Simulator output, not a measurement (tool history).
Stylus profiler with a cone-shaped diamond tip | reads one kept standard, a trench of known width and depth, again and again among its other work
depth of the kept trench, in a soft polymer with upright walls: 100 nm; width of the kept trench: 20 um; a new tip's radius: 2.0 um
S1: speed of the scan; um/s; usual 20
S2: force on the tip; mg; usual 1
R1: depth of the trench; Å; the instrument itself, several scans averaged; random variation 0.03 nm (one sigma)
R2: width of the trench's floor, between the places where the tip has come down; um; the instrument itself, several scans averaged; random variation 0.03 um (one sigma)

| run | hour | S1 | S2 | R1 | R2 |
|---|---|---|---|---|---|
| 1 | 0 | 20 | 1 | 1013 | 18.23 |
| 2 | 62.1 | 20 | 1 | 1013.2 | 18.18 |
| 3 | 94.8 | 73 | 1 | 1013 | 17.84 |
| 4 | 162.7 | 73 | 1 | 1014.1 | 17.83 |
| 5 | 201.6 | 73 | 1 | 1013.1 | 17.79 |
| 6 | 262.3 | 73 | 1 | 1014.3 | 17.69 |
| 7 | 294.4 | 73 | 1 | 1014.5 | 17.79 |
| 8 | 323.7 | 50 | 1 | 1014.3 | 17.86 |
|  | 371.5 | height scale calibrated on a step standard |
| 9 | 392.4 | 8 | 1 | 1016.4 | 18.08 |
| 10 | 446.9 | 8 | 1 | 1015.7 | 18.12 |
| 11 | 475.7 | 20 | 1 | 1016.4 | 18.08 |
| 12 | 507.5 | 20 | 1 | 1016.2 | 18.06 |
| 13 | 550.2 | 20 | 0.89 | 1016.3 | 17.99 |
| 14 | 603 | 20 | 1 | 1017.5 | 18.03 |
| 15 | 642 | 55 | 1 | 1017.4 | 17.75 |
| 16 | 690.3 | 20 | 1 | 1017.6 | 17.91 |
| 17 | 723.2 | 20 | 1 | 1017.5 | 17.95 |
| 18 | 771.2 | 20 | 1 | 1017.5 | 17.96 |
|  | 789.7 | height scale calibrated on a step standard, once more |
| 19 | 812.2 | 20 | 1 | 1009.7 | 17.97 |
| 20 | 868.3 | 11 | 1 | 1009.1 | 17.97 |
| 21 | 929.8 | 11 | 1 | 1010.6 | 18.01 |
| 22 | 998.2 | 47 | 0.94 | 1010.3 | 17.69 |
| 23 | 1055.7 | 14 | 0.45 | 1006.6 | 17.86 |
| 24 | 1119.9 | 77 | 2.45 | 1018.9 | 17.72 |
| 25 | 1149.8 | 11 | 1 | 1010.6 | 17.85 |
| 26 | 1207.4 | 31 | 1.22 | 1012.3 | 17.82 |

Forecast run 27:
| 27 | 1255.1 | 40 | 1.87 | ? | ? |

R1: 1016.3 Å
R2: 17.77 um
Without the tool's hidden state the same run would have given R1 1014.5 Å, R2 18.58 um.
